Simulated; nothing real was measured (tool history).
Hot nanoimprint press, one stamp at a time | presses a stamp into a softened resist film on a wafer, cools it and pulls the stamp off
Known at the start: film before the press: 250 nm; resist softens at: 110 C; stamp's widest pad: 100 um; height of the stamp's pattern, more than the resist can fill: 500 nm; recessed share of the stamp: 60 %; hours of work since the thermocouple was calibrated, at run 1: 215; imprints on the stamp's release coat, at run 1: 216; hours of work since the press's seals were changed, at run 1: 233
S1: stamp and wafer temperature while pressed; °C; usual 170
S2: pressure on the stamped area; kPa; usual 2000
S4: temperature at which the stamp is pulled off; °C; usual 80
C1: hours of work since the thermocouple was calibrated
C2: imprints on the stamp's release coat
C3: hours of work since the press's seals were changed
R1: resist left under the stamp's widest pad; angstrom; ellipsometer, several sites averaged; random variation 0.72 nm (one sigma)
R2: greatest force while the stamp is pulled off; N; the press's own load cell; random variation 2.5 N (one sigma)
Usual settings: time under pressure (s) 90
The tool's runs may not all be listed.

run 1 hour=0 | S1=170 S2=2000 time_under_pressure_(s)=90 S4=80 | C1=215 C2=216 C3=233 | R1=1469 R2=118
run 2 hour=5.9 | S1=170 S2=2000 time_under_pressure_(s)=90 S4=80 | C1=217 C2=226 C3=236 | R1=1473 R2=114
run 3 hour=15.6 | S1=170 S2=2000 time_under_pressure_(s)=90 S4=67 | C1=222 C2=242 C3=240 | R1=1474 R2=127
run 4 hour=20.3 | S1=170 S2=2000 time_under_pressure_(s)=90 S4=67 | C1=224 C2=249 C3=243 | R1=1469 R2=132
run 5 hour=29.2 | S1=170 S2=2000 time_under_pressure_(s)=90 S4=67 | C1=228 C2=264 C3=247 | R1=1471 R2=130
run 6 hour=38.1 | S1=170 S2=2000 time_under_pressure_(s)=90 S4=66 | C1=233 C2=278 C3=251 | R1=1472 R2=130
run 7 hour=44.7 | S1=170 S2=2000 time_under_pressure_(s)=90 S4=80 | C1=236 C2=289 C3=254 | R1=1474 R2=112
run 8 hour=53.6 | S1=170 S2=2000 time_under_pressure_(s)=90 S4=75 | C1=240 C2=304 C3=258 | R1=1464 R2=120
run 9 hour=61.8 | S1=170 S2=2220 time_under_pressure_(s)=90 S4=80 | C1=244 C2=317 C3=262 | R1=1387 R2=116
run 10 hour=70.3 | S1=170 S2=2000 time_under_pressure_(s)=90 S4=85 | C1=248 C2=331 C3=266 | R1=1468 R2=111
run 11 hour=77 | S1=170 S2=2000 time_under_pressure_(s)=90 S4=80 | C1=251 C2=342 C3=269 | R1=1465 R2=113
run 12 hour=85.1 | S1=165 S2=2000 time_under_pressure_(s)=90 S4=80 | C1=255 C2=356 C3=273 | R1=1712 R2=115
run 13 hour=93.4 | S1=178 S2=2000 time_under_pressure_(s)=90 S4=80 | C1=259 C2=369 C3=277 | R1=1106 R2=114
run 14 hour=100 | S1=178 S2=2000 time_under_pressure_(s)=90 S4=80 | C1=262 C2=380 C3=280 | R1=1108 R2=110
run 15 hour=106.3 | S1=170 S2=1910 time_under_pressure_(s)=90 S4=80 | C1=265 C2=390 C3=283 | R1=1502 R2=115
run 16 hour=115.4 | S1=170 S2=2120 time_under_pressure_(s)=90 S4=80 | C1=269 C2=405 C3=287 | R1=1415 R2=115
run 17 hour=123.8 | S1=176 S2=2000 time_under_pressure_(s)=94 S4=81 | C1=273 C2=419 C3=291 | R1=1167 R2=111
-- hour=130 plate thermocouple calibrated
run 18 hour=131.9 | S1=176 S2=2000 time_under_pressure_(s)=94 S4=81 | C1=1 C2=428 C3=294 | R1=1162 R2=116
run 19 hour=139.2 | S1=176 S2=2000 time_under_pressure_(s)=94 S4=81 | C1=4 C2=440 C3=297 | R1=1165 R2=111
run 20 hour=144.9 | S1=174 S2=2450 time_under_pressure_(s)=167 S4=83 | C1=7 C2=449 C3=300 | R1=922 R2=115
run 21 hour=153.2 | S1=165 S2=2820 time_under_pressure_(s)=72 S4=80 | C1=11 C2=463 C3=304 | R1=1544 R2=112
run 22 hour=161.4 | S1=165 S2=2820 time_under_pressure_(s)=72 S4=80 | C1=15 C2=476 C3=308 | R1=1556 R2=119
run 23 hour=167.5 | S1=165 S2=2820 time_under_pressure_(s)=72 S4=80 | C1=18 C2=486 C3=310 | R1=1541 R2=115
run 24 hour=172.6 | S1=165 S2=2820 time_under_pressure_(s)=56 S4=79 | C1=20 C2=494 C3=313 | R1=1636 R2=116
run 25 hour=181.3 | S1=170 S2=1400 time_under_pressure_(s)=90 S4=78 | C1=24 C2=509 C3=317 | R1=1706 R2=112
run 26 hour=190.2 | S1=177 S2=2000 time_under_pressure_(s)=90 S4=83 | C1=28 C2=523 C3=321 | R1=1131 R2=112
run 27 hour=199.8 | S1=174 S2=2000 time_under_pressure_(s)=91 S4=83 | C1=33 C2=539 C3=326 | R1=1257 R2=112
run 28 hour=204.9 | S1=174 S2=2000 time_under_pressure_(s)=91 S4=83 | C1=35 C2=547 C3=328 | R1=1256 R2=110
run 29 hour=210.1 | S1=174 S2=1590 time_under_pressure_(s)=51 S4=83 | C1=38 C2=556 C3=330 | R1=1643 R2=114

Forecast each of these 4 alternatives for the next run:
run A hour=216.1 | S1=170 S2=2240 time_under_pressure_(s)=90 S4=79 | C1=40 C2=566 C3=333 | R1=? R2=?
run B hour=216.1 | S1=170 S2=2550 time_under_pressure_(s)=75 S4=72 | C1=40 C2=566 C3=333 | R1=? R2=?
run C hour=216.1 | S1=176 S2=1590 time_under_pressure_(s)=51 S4=83 | C1=40 C2=566 C3=333 | R1=? R2=?
run D hour=216.1 | S1=174 S2=1590 time_under_pressure_(s)=150 S4=83 | C1=40 C2=566 C3=333 | R1=? R2=?

run=A R1=1358 R2=119
run=B R1=1335 R2=126
run=C R1=1546 R2=111
run=D R1=1217 R2=111
Without the tool's hidden state the same runs would have given:
run=A R1=1392 R2=119
run=B R1=1368 R2=126
run=C R1=1585 R2=111
run=D R1=1248 R2=111
